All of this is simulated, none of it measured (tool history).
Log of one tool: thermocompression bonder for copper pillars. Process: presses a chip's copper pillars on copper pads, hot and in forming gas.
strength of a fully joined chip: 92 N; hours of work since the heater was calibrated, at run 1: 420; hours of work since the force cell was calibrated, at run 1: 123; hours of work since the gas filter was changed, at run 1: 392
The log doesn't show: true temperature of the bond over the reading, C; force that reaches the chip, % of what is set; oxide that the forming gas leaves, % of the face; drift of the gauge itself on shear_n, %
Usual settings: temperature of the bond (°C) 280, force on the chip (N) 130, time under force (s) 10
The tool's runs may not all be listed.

run,hour,temperature of the bond (°C),force on the chip (N),time under force (s),hours of work since the heater was calibrated,hours of work since the force cell was calibrated,hours of work since the gas filter was changed,force that shears a chip off (N)
1,0,280,130,10,420,123,392,51
2,7,277,130,10,424,127,396,49.5
3,15.3,277,130,10,429,132,401,49.3
4,20.2,280,130,5,431,135,404,40.4
5,29.5,253,130,5,437,140,409,26.9
6,34.4,280,130,21,440,143,412,62.5
7,44.8,280,130,10,445,149,418,50.9
8,49.8,280,130,10,448,152,421,51
9,57.9,280,130,10,453,157,426,51
10,63.9,280,130,10,456,160,429,50.9
11,72.5,280,130,10,461,165,434,50.9
12,82.7,280,130,10,467,171,440,51
13,92.9,280,100,10,473,177,446,42.5
14,100.2,280,100,8,477,181,450,39.1
15,106.8,280,100,8,481,185,454,39.2
# hour 110.7: forming gas filter changed
16,112.5,305,100,8,484,188,1,55.8
17,119,308,81,12,488,192,5,57.2
18,130.2,304,92,30,494,198,11,74.1
19,135.5,272,92,6,497,201,14,31.3
20,146.6,252,145,9,504,207,21,39.1
# hour 148.7: force cell calibrated
21,157.7,280,149,5,509,5,26,47.8
22,165.8,280,149,5,514,10,31,47.6
# hour 168.3: force cell calibrated, once more
23,178.6,278,82,14,520,6,37,43
24,184.8,280,127,10,524,9,41,53.2
25,194.2,280,127,5,529,15,46,42.3
26,201.2,278,130,10,533,19,50,53
27,211.3,304,104,10,539,25,56,60.4
28,222.9,280,132,10,546,31,63,54.4
29,228.7,280,132,10,549,35,66,54.5
30,238,280,121,13,555,40,72,55.9

Hidden state at the last listed run before each entry between runs and at the first one after, where it differs:
Between runs 15 and 16: forming gas filter changed (hour 110.7)
  true temperature of the bond over the reading, C: 3.1 -> 3.2; oxide that the forming gas leaves, % of the face: 6.64 -> 0.65
  measured less the result without the state, force that shears a chip off (N): -0.5 -> +2.1
Between runs 20 and 21: force cell calibrated (hour 148.7)
  true temperature of the bond over the reading, C: 3.3 -> 3.4; force that reaches the chip, % of what is set: 101.4 -> 102.2; oxide that the forming gas leaves, % of the face: 0.89 -> 0.97
  measured less the result without the state, force that shears a chip off (N): +2.2 -> +2.5
Between runs 22 and 23: force cell calibrated, once more (hour 168.3)
  force that reaches the chip, % of what is set: 102.2 -> 101.1; oxide that the forming gas leaves, % of the face: 1.02 -> 1.11
  measured less the result without the state, force that shears a chip off (N): +2.4 -> +2
